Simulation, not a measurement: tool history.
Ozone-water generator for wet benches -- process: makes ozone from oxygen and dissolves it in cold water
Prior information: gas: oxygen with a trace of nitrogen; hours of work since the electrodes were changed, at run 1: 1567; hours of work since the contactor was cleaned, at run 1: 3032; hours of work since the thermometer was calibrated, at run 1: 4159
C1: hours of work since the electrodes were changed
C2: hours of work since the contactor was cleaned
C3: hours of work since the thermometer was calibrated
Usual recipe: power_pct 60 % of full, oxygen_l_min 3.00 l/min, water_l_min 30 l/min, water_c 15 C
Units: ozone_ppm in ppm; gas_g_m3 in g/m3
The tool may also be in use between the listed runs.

Run 1, day 0.000: usual settings; C1 1567; C2 3032; C3 4159. Result: ozone_ppm 9.8 ppm, gas_g_m3 168.1 g/m3.
Run 2, day 3.292: usual settings; C1 1625; C2 3090; C3 4218. Result: ozone_ppm 9.4 ppm, gas_g_m3 165.1 g/m3.
Run 3, day 7.633: usual settings; C1 1702; C2 3167; C3 4294. Result: ozone_ppm 9.5 ppm, gas_g_m3 167.4 g/m3.
Run 4, day 10.162: usual settings; C1 1746; C2 3212; C3 4339. Result: ozone_ppm 9.6 ppm, gas_g_m3 167.2 g/m3.
Run 5, day 13.500: usual settings; C1 1805; C2 3271; C3 4398. Result: ozone_ppm 9.5 ppm, gas_g_m3 168.1 g/m3.
Run 6, day 16.962: usual settings; C1 1867; C2 3332; C3 4459. Result: ozone_ppm 9.7 ppm, gas_g_m3 165.8 g/m3.
Run 7, day 19.800: usual settings; C1 1917; C2 3382; C3 4509. Result: ozone_ppm 9.4 ppm, gas_g_m3 165.5 g/m3.
Run 8, day 21.996: usual settings; C1 1955; C2 3421; C3 4548. Result: ozone_ppm 9.6 ppm, gas_g_m3 166.6 g/m3.
Run 9, day 25.975: usual settings; C1 2026; C2 3491; C3 4618. Result: ozone_ppm 9.6 ppm, gas_g_m3 165.1 g/m3.
Run 10, day 30.483: usual settings; C1 2105; C2 3571; C3 4698. Result: ozone_ppm 9.7 ppm, gas_g_m3 164.0 g/m3.
Run 11, day 35.104: usual settings; C1 2187; C2 3652; C3 4780. Result: ozone_ppm 9.4 ppm, gas_g_m3 163.7 g/m3.
At day 35.467: water thermometer calibrated.
Run 12, day 38.012: usual settings; C1 2238; C2 3703; C3 45. Result: ozone_ppm 9.7 ppm, gas_g_m3 164.0 g/m3.
Run 13, day 41.317: usual settings but water_l_min 29 l/min; C1 2296; C2 3762; C3 103. Result: ozone_ppm 9.9 ppm, gas_g_m3 164.6 g/m3.
Run 14, day 44.279: usual settings but water_l_min 29 l/min; C1 2349; C2 3814; C3 156. Result: ozone_ppm 9.8 ppm, gas_g_m3 165.6 g/m3.
Run 15, day 48.658: usual settings but water_l_min 29 l/min; C1 2426; C2 3891; C3 233. Result: ozone_ppm 10.1 ppm, gas_g_m3 163.3 g/m3.
Run 16, day 50.633: usual settings; C1 2461; C2 3926; C3 268. Result: ozone_ppm 9.5 ppm, gas_g_m3 161.8 g/m3.
At day 52.900: gauge calibrated.
Run 17, day 52.900: usual settings; C1 2501; C2 3966; C3 308. Result: ozone_ppm 9.7 ppm, gas_g_m3 168.3 g/m3.
Run 18, day 54.850: usual settings but power_pct 54 % of full, oxygen_l_min 2.40 l/min, water_l_min 28 l/min, water_c 13 C; C1 2536; C2 4001; C3 342. Result: ozone_ppm 8.8 ppm, gas_g_m3 167.5 g/m3.
Run 19, day 59.317: usual settings but power_pct 54 % of full, oxygen_l_min 2.40 l/min, water_l_min 20 l/min, water_c 17 C; C1 2614; C2 4080; C3 421. Result: ozone_ppm 12.2 ppm, gas_g_m3 166.1 g/m3.
Run 20, day 61.975: usual settings but water_l_min 36 l/min, water_c 17 C; C1 2661; C2 4127; C3 468. Result: ozone_ppm 7.7 ppm, gas_g_m3 167.6 g/m3.
Run 21, day 65.567: usual settings but power_pct 68 % of full, oxygen_l_min 1.75 l/min, water_l_min 36 l/min, water_c 17 C; C1 2725; C2 4190; C3 532. Result: ozone_ppm 6.8 ppm, gas_g_m3 230.7 g/m3.
Run 22, day 67.571: usual settings but power_pct 65 % of full, oxygen_l_min 4.99 l/min, water_l_min 41 l/min, water_c 16 C; C1 2760; C2 4226; C3 567. Result: ozone_ppm 8.4 ppm, gas_g_m3 145.4 g/m3.
Run 23, day 71.825: usual settings but power_pct 65 % of full, oxygen_l_min 4.99 l/min, water_l_min 41 l/min, water_c 16 C; C1 2835; C2 4301; C3 642. Result: ozone_ppm 8.4 ppm, gas_g_m3 144.0 g/m3.
Run 24, day 73.796: usual settings but power_pct 65 % of full, oxygen_l_min 4.99 l/min, water_l_min 41 l/min, water_c 16 C; C1 2870; C2 4335; C3 677. Result: ozone_ppm 8.4 ppm, gas_g_m3 143.8 g/m3.
Run 25, day 77.500: usual settings but power_pct 65 % of full, oxygen_l_min 4.99 l/min, water_l_min 22 l/min; C1 2936; C2 4401; C3 743. Result: ozone_ppm 16.4 ppm, gas_g_m3 142.1 g/m3.
Run 26, day 80.942: usual settings but power_pct 90 % of full, water_l_min 31 l/min; C1 2996; C2 4462; C3 803. Result: ozone_ppm 13.1 ppm, gas_g_m3 233.9 g/m3.
Run 27, day 83.275: usual settings but oxygen_l_min 5.22 l/min, water_l_min 20 l/min; C1 3038; C2 4503; C3 845. Result: ozone_ppm 16.7 ppm, gas_g_m3 130.7 g/m3.
Run 28, day 86.825: usual settings but oxygen_l_min 2.96 l/min, water_l_min 20 l/min; C1 3100; C2 4566; C3 907. Result: ozone_ppm 14.6 ppm, gas_g_m3 167.6 g/m3.
Run 29, day 89.429: usual settings but oxygen_l_min 2.96 l/min, water_l_min 38 l/min; C1 3146; C2 4612; C3 953. Result: ozone_ppm 7.1 ppm, gas_g_m3 165.6 g/m3.
Run 30, day 93.758: usual settings but power_pct 57 % of full, oxygen_l_min 2.22 l/min, water_l_min 38 l/min; C1 3223; C2 4688; C3 1030. Result: ozone_ppm 6.0 ppm, gas_g_m3 175.8 g/m3.
Run 31, day 96.367: usual settings but power_pct 57 % of full, oxygen_l_min 2.22 l/min, water_l_min 38 l/min; C1 3269; C2 4734; C3 1076. Result: ozone_ppm 6.0 ppm, gas_g_m3 176.2 g/m3.
Run 32, day 99.812: usual settings but power_pct 100 % of full, oxygen_l_min 1.68 l/min, water_l_min 38 l/min, water_c 12 C; C1 3330; C2 4795; C3 1137. Result: ozone_ppm 8.8 ppm, gas_g_m3 321.7 g/m3.
Run 33, day 103.204: usual settings but power_pct 100 % of full, oxygen_l_min 1.68 l/min, water_l_min 38 l/min, water_c 12 C; C1 3390; C2 4855; C3 1197. Result: ozone_ppm 8.6 ppm, gas_g_m3 324.0 g/m3.

Below, some changes in gas_g_m3 between adjacent runs. For each, the amount present without the hidden state too (settings, incoming material, random variation) and the amount remaining for the hidden state with gauge scatter not shared by both compared results:
What the log doesn't record here: yield of the discharge, % of new electrodes'; contactor's efficiency, % of a clean one's; true water temperature over the reading, C; drift of the gauge itself on ozone_ppm, %; drift of the gauge itself on gas_g_m3, %.
Run 16 -> 17: gauge calibrated. gas_g_m3 +6.5 g/m3: hidden state +4.7, all else +1.8.
Run 25 -> 26: power_pct 65 -> 90, oxygen_l_min 4.99 -> 3.00, water_l_min 22 -> 31. gas_g_m3 +91.8 g/m3: hidden state -1.8, all else +93.6.
Run 26 -> 27: power_pct 90 -> 60, oxygen_l_min 3.00 -> 5.22, water_l_min 31 -> 20. gas_g_m3 -103.2 g/m3: hidden state +1.5, all else -104.7.
Run 31 -> 32: power_pct 57 -> 100, oxygen_l_min 2.22 -> 1.68, water_c 15 -> 12. gas_g_m3 +145.5 g/m3: hidden state -4.4, all else +149.9.
